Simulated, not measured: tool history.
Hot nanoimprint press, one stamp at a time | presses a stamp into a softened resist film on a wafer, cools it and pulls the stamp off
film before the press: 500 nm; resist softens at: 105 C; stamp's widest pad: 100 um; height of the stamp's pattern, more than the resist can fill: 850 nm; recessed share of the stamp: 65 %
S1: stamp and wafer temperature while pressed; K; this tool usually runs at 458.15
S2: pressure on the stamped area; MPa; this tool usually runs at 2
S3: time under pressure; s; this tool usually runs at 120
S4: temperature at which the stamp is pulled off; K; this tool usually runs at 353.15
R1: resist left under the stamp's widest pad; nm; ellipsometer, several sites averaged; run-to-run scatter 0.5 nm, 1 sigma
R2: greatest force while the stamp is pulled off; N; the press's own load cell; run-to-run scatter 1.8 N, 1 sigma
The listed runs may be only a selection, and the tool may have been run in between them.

| run | hour | S1 | S2 | S3 | S4 | R1 | R2 |
|---|---|---|---|---|---|---|---|
| 1 | 0 | 458.15 | 2 | 120 | 353.15 | 299.7 | 240 |
| 2 | 6.8 | 458.15 | 2 | 120 | 353.15 | 299.6 | 239 |
| 3 | 18.9 | 458.15 | 2 | 120 | 353.15 | 299.5 | 247 |
| 4 | 25 | 458.15 | 2 | 120 | 353.15 | 300.4 | 248 |
| 5 | 34.2 | 458.15 | 2 | 120 | 353.15 | 300.3 | 243 |
| 6 | 45.2 | 458.15 | 2 | 120 | 353.15 | 300.9 | 249 |
| 7 | 61.1 | 458.15 | 2 | 155 | 353.15 | 279.8 | 218 |
| 8 | 70.9 | 458.15 | 2 | 155 | 353.15 | 280.3 | 222 |
| 9 | 80.4 | 458.15 | 2 | 120 | 358.15 | 301.4 | 202 |
| 10 | 92.2 | 458.15 | 2 | 120 | 359.15 | 301.7 | 196 |
| 11 | 103.1 | 458.15 | 2 | 103 | 353.15 | 313.7 | 223 |
| 12 | 112.9 | 458.15 | 2 | 103 | 353.15 | 314.5 | 226 |
| 13 | 123.2 | 458.15 | 2 | 103 | 353.15 | 314.7 | 227 |
| 14 | 134.2 | 458.15 | 2 | 103 | 353.15 | 314.8 | 234 |
| 15 | 144.4 | 458.15 | 2 | 103 | 353.15 | 314.7 | 235 |
| 16 | 151.3 | 462.15 | 2 | 120 | 353.15 | 277 | 237 |
| 17 | 166.5 | 458.15 | 1.52 | 139 | 353.15 | 333 | 239 |
| 18 | 172.9 | 458.15 | 1.7 | 120 | 353.15 | 328.7 | 242 |
| 19 | 180.8 | 446.15 | 1.39 | 90 | 348.15 | 444.1 | 269 |
| 20 | 194 | 458.15 | 2.55 | 120 | 353.15 | 271.6 | 245 |
| 21 | 205.3 | 458.15 | 3.05 | 120 | 353.15 | 247 | 247 |
| 22 | 210.9 | 458.15 | 3.05 | 120 | 353.15 | 247.1 | 251 |
| 23 | 219.9 | 458.15 | 3.05 | 120 | 353.15 | 247.5 | 249 |
| 24 | 229.5 | 458.15 | 3.05 | 120 | 353.15 | 243.2 | 252 |
| 25 | 238.7 | 458.15 | 1.3 | 120 | 354.15 | 360.2 | 241 |
| 26 | 244.3 | 458.15 | 1.8 | 231 | 354.15 | 262.9 | 244 |
| 27 | 255.7 | 467.15 | 1.21 | 120 | 353.15 | 316.2 | 217 |
| 28 | 261.4 | 467.15 | 1.21 | 120 | 353.15 | 316.5 | 217 |
| 29 | 271.3 | 467.15 | 1.21 | 120 | 353.15 | 317.6 | 219 |

Not shown here: 4 entries made in the log between runs. Locate each between two listed runs and compare the hidden state at the listed run before it with the hidden state at the listed run after it:
Between runs 6 and 7: stamp cleaned and given a new release coat (hour 57.5)
  true temperature over the reading, C: -0.45 -> -0.46; pressure that arrives at the usual setting, %: 99.45 -> 99.4; grip of the stamp's worn release coat, % over a new coat's: 14.8 -> 0.3
  measured result minus the result with no hidden state, R1: +3.8 -> +3.9 nm; R2: +34 -> +3 N
Between runs 16 and 17: plate thermocouple calibrated (hour 154.8)
  true temperature over the reading, C: -0.6 -> -1.03; pressure that arrives at the usual setting, %: 98.94 -> 98.88; grip of the stamp's worn release coat, % over a new coat's: 7.8 -> 8.8
  measured result minus the result with no hidden state, R1: +5.2 -> +8.1 nm; R2: +19 -> +24 N
Between runs 23 and 24: plate thermocouple calibrated, once more (hour 229)
  true temperature over the reading, C: -1.11 -> -0.23; pressure that arrives at the usual setting, %: 98.62 -> 98.59; grip of the stamp's worn release coat, % over a new coat's: 13.4 -> 14
  measured result minus the result with no hidden state, R1: +9.7 -> +4.3 nm; R2: +34 -> +32 N
Between runs 26 and 27: stamp cleaned and given a new release coat (hour 251.4)
  true temperature over the reading, C: -0.25 -> -0.26; pressure that arrives at the usual setting, %: 98.52 -> 98.49; grip of the stamp's worn release coat, % over a new coat's: 15.3 -> 0.3
  measured result minus the result with no hidden state, R1: +3.4 -> +2.8 nm; R2: +34 -> +2 N
